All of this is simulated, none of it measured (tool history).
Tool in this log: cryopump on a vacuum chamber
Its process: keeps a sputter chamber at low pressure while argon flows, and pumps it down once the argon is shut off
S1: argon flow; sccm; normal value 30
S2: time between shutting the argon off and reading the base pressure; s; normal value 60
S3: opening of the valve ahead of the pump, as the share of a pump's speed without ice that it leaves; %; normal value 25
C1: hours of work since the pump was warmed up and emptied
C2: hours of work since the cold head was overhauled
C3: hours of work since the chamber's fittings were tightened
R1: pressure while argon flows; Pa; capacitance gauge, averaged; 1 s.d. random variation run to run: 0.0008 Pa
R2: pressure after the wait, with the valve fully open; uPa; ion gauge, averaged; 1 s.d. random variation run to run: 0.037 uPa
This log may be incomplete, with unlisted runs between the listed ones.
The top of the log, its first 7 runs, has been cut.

{"run": 8, "day": 24.675, "S1": 30, "S2": 60, "S3": 25, "C1": 195, "C2": 4307, "C3": 650, "R1": 0.1599, "R2": 2.24}
{"run": 9, "day": 27.879, "S1": 30, "S2": 60, "S3": 25, "C1": 261, "C2": 4374, "C3": 716, "R1": 0.161, "R2": 2.34}
{"run": 10, "day": 30.867, "S1": 30, "S2": 60, "S3": 25, "C1": 323, "C2": 4435, "C3": 778, "R1": 0.1615, "R2": 2.3}
{"run": 11, "day": 34.175, "S1": 30, "S2": 60, "S3": 25, "C1": 392, "C2": 4504, "C3": 846, "R1": 0.1629, "R2": 2.35}
{"run": 12, "day": 36.567, "S1": 30, "S2": 60, "S3": 25, "C1": 441, "C2": 4553, "C3": 896, "R1": 0.1629, "R2": 2.37}
{"day": 37.508, "done": "pump warmed up, emptied and cooled again"}
{"run": 13, "day": 38.992, "S1": 30, "S2": 60, "S3": 25, "C1": 31, "C2": 4599, "C3": 942, "R1": 0.1564, "R2": 2.25}
{"run": 14, "day": 42.075, "S1": 30, "S2": 60, "S3": 25, "C1": 94, "C2": 4663, "C3": 1005, "R1": 0.1586, "R2": 2.31}
{"run": 15, "day": 46.958, "S1": 43, "S2": 60, "S3": 25, "C1": 195, "C2": 4764, "C3": 1106, "R1": 0.2287, "R2": 2.35}
{"run": 16, "day": 50.483, "S1": 33, "S2": 65, "S3": 27, "C1": 268, "C2": 4837, "C3": 1179, "R1": 0.1653, "R2": 2.29}
{"run": 17, "day": 53.542, "S1": 33, "S2": 65, "S3": 27, "C1": 332, "C2": 4900, "C3": 1243, "R1": 0.1668, "R2": 2.2}
{"run": 18, "day": 56.517, "S1": 15, "S2": 246, "S3": 27, "C1": 393, "C2": 4962, "C3": 1304, "R1": 0.0756, "R2": 0.97}
{"day": 59.817, "done": "pump warmed up, emptied and cooled again"}
{"run": 19, "day": 61.946, "S1": 15, "S2": 246, "S3": 27, "C1": 44, "C2": 5070, "C3": 1412, "R1": 0.0732, "R2": 1.02}
{"run": 20, "day": 66.583, "S1": 15, "S2": 246, "S3": 52, "C1": 140, "C2": 5166, "C3": 1508, "R1": 0.0396, "R2": 1.03}
{"run": 21, "day": 71.421, "S1": 30, "S2": 60, "S3": 21, "C1": 240, "C2": 5266, "C3": 1608, "R1": 0.1914, "R2": 2.53}
{"run": 22, "day": 75.121, "S1": 30, "S2": 132, "S3": 25, "C1": 317, "C2": 5342, "C3": 1685, "R1": 0.1621, "R2": 1.45}
{"run": 23, "day": 79.183, "S1": 51, "S2": 78, "S3": 25, "C1": 401, "C2": 5426, "C3": 1769, "R1": 0.2766, "R2": 2.04}
{"day": 82.121, "done": "pump warmed up, emptied and cooled again"}
{"run": 24, "day": 82.121, "S1": 27, "S2": 60, "S3": 25, "C1": 0, "C2": 5483, "C3": 1825, "R1": 0.1423, "R2": 2.42}
{"run": 25, "day": 87.092, "S1": 30, "S2": 34, "S3": 25, "C1": 103, "C2": 5585, "C3": 1928, "R1": 0.1598, "R2": 3.92}
{"run": 26, "day": 89.562, "S1": 14, "S2": 60, "S3": 25, "C1": 154, "C2": 5637, "C3": 1979, "R1": 0.0746, "R2": 2.57}
{"run": 27, "day": 94.571, "S1": 13, "S2": 60, "S3": 16, "C1": 258, "C2": 5740, "C3": 2083, "R1": 0.1064, "R2": 2.6}
{"run": 28, "day": 98.825, "S1": 13, "S2": 60, "S3": 16, "C1": 346, "C2": 5828, "C3": 2171, "R1": 0.109, "R2": 2.53}
{"run": 29, "day": 102.117, "S1": 55, "S2": 60, "S3": 16, "C1": 414, "C2": 5896, "C3": 2239, "R1": 0.4611, "R2": 2.57}
{"day": 104.412, "done": "pump warmed up, emptied and cooled again"}
{"run": 30, "day": 105.775, "S1": 42, "S2": 60, "S3": 33, "C1": 28, "C2": 5968, "C3": 2310, "R1": 0.1694, "R2": 2.53}

Below are 3 alternative next runs, each starting from the tool's condition after run 30. Predict each:
{"run": "A", "day": 111.067, "S1": 25, "S2": 60, "S3": 33, "C1": 138, "C2": 6077, "C3": 2420, "R1": "?", "R2": "?"}
{"run": "B", "day": 111.067, "S1": 35, "S2": 60, "S3": 48, "C1": 138, "C2": 6077, "C3": 2420, "R1": "?", "R2": "?"}
{"run": "C", "day": 111.067, "S1": 22, "S2": 96, "S3": 23, "C1": 138, "C2": 6077, "C3": 2420, "R1": "?", "R2": "?"}

run=A R1=0.1022 R2=2.5
run=B R1=0.0998 R2=2.59
run=C R1=0.1288 R2=1.87
Without the tool's unlogged condition, the same runs would have read:
run=A R1=0.0988 R2=2.04
run=B R1=0.0951 R2=2.11
run=C R1=0.1258 R2=1.4
